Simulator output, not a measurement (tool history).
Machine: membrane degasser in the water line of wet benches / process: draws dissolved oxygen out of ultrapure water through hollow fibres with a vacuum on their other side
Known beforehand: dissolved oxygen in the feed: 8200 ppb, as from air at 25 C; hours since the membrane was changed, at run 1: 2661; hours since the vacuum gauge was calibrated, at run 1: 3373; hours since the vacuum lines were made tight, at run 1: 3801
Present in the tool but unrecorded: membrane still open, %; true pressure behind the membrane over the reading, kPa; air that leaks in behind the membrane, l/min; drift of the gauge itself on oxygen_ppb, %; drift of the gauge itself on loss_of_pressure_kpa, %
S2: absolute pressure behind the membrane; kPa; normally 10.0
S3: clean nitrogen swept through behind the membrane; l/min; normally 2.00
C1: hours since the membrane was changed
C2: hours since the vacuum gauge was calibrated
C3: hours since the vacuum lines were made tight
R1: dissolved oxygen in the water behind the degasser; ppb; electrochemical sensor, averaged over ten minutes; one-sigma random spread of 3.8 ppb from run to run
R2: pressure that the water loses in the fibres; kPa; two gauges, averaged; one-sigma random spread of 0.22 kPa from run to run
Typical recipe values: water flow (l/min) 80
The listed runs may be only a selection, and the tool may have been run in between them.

run 1 hour=0.0 | water_flow_(l/min)=80 S2=10.0 S3=2.00 | C1=2661 C2=3373 C3=3801 | R1=518.7 R2=52.35
-- hour=20.7 seals of the vacuum lines changed
run 2 hour=87.4 | water_flow_(l/min)=80 S2=10.0 S3=2.00 | C1=2746 C2=3459 C3=67 | R1=517.0 R2=51.56
run 3 hour=137.8 | water_flow_(l/min)=80 S2=10.0 S3=2.00 | C1=2796 C2=3509 C3=117 | R1=527.5 R2=52.23
run 4 hour=185.2 | water_flow_(l/min)=80 S2=10.0 S3=5.70 | C1=2844 C2=3556 C3=165 | R1=219.2 R2=52.55
run 5 hour=279.5 | water_flow_(l/min)=80 S2=10.0 S3=2.00 | C1=2938 C2=3651 C3=259 | R1=522.7 R2=51.98
run 6 hour=377.3 | water_flow_(l/min)=80 S2=10.0 S3=2.00 | C1=3036 C2=3749 C3=357 | R1=526.7 R2=52.53
run 7 hour=437.8 | water_flow_(l/min)=80 S2=10.0 S3=2.00 | C1=3097 C2=3809 C3=417 | R1=520.5 R2=51.75
run 8 hour=518.8 | water_flow_(l/min)=80 S2=10.0 S3=2.00 | C1=3178 C2=3890 C3=498 | R1=521.8 R2=52.28
run 9 hour=564.0 | water_flow_(l/min)=80 S2=10.0 S3=2.00 | C1=3223 C2=3935 C3=543 | R1=528.0 R2=52.18
run 10 hour=663.2 | water_flow_(l/min)=80 S2=10.0 S3=2.00 | C1=3322 C2=4034 C3=643 | R1=514.7 R2=51.99
run 11 hour=722.8 | water_flow_(l/min)=91 S2=10.0 S3=2.00 | C1=3381 C2=4094 C3=702 | R1=574.5 R2=59.54
run 12 hour=824.0 | water_flow_(l/min)=116 S2=13.3 S3=2.00 | C1=3483 C2=4195 C3=803 | R1=997.6 R2=75.69
run 13 hour=909.3 | water_flow_(l/min)=88 S2=17.8 S3=1.56 | C1=3568 C2=4281 C3=889 | R1=1340.7 R2=57.58
run 14 hour=997.0 | water_flow_(l/min)=80 S2=16.4 S3=5.76 | C1=3656 C2=4368 C3=976 | R1=409.0 R2=52.17
run 15 hour=1067.6 | water_flow_(l/min)=72 S2=10.0 S3=2.00 | C1=3726 C2=4439 C3=1047 | R1=480.4 R2=46.85
run 16 hour=1122.2 | water_flow_(l/min)=107 S2=21.1 S3=1.56 | C1=3781 C2=4493 C3=1102 | R1=1831.9 R2=70.24
run 17 hour=1185.1 | water_flow_(l/min)=107 S2=21.1 S3=1.56 | C1=3844 C2=4556 C3=1164 | R1=1796.3 R2=69.93
run 18 hour=1289.6 | water_flow_(l/min)=107 S2=21.1 S3=1.56 | C1=3948 C2=4661 C3=1269 | R1=1801.9 R2=70.29
run 19 hour=1370.1 | water_flow_(l/min)=107 S2=21.1 S3=1.56 | C1=4029 C2=4741 C3=1349 | R1=1793.8 R2=70.21
run 20 hour=1455.9 | water_flow_(l/min)=67 S2=19.8 S3=1.24 | C1=4115 C2=4827 C3=1435 | R1=1441.6 R2=43.67
run 21 hour=1519.5 | water_flow_(l/min)=67 S2=19.8 S3=1.24 | C1=4178 C2=4891 C3=1499 | R1=1451.9 R2=44.02
run 22 hour=1617.5 | water_flow_(l/min)=80 S2=13.5 S3=3.23 | C1=4276 C2=4989 C3=1597 | R1=525.6 R2=52.23

Predict each of these 5 candidate next runs independently; none follows another, all start after run 22:
run A hour=1696.9 | water_flow_(l/min)=51 S2=10.0 S3=2.00 | C1=4356 C2=5068 C3=1676 | R1=? R2=?
run B hour=1696.9 | water_flow_(l/min)=84 S2=9.3 S3=3.20 | C1=4356 C2=5068 C3=1676 | R1=? R2=?
run C hour=1696.9 | water_flow_(l/min)=68 S2=9.2 S3=5.94 | C1=4356 C2=5068 C3=1676 | R1=? R2=?
run D hour=1696.9 | water_flow_(l/min)=128 S2=13.5 S3=3.23 | C1=4356 C2=5068 C3=1676 | R1=? R2=?
run E hour=1696.9 | water_flow_(l/min)=80 S2=20.9 S3=0.84 | C1=4356 C2=5068 C3=1676 | R1=? R2=?

run=A R1=361.7 R2=33.37
run=B R1=340.6 R2=54.89
run=C R1=159.9 R2=44.32
run=D R1=793.5 R2=83.34
run=E R1=2138.1 R2=52.30
Without the tool's hidden state the same runs would have given:
run=A R1=361.4 R2=33.34
run=B R1=340.2 R2=54.85
run=C R1=159.7 R2=44.29
run=D R1=792.9 R2=83.28
run=E R1=2137.4 R2=52.26
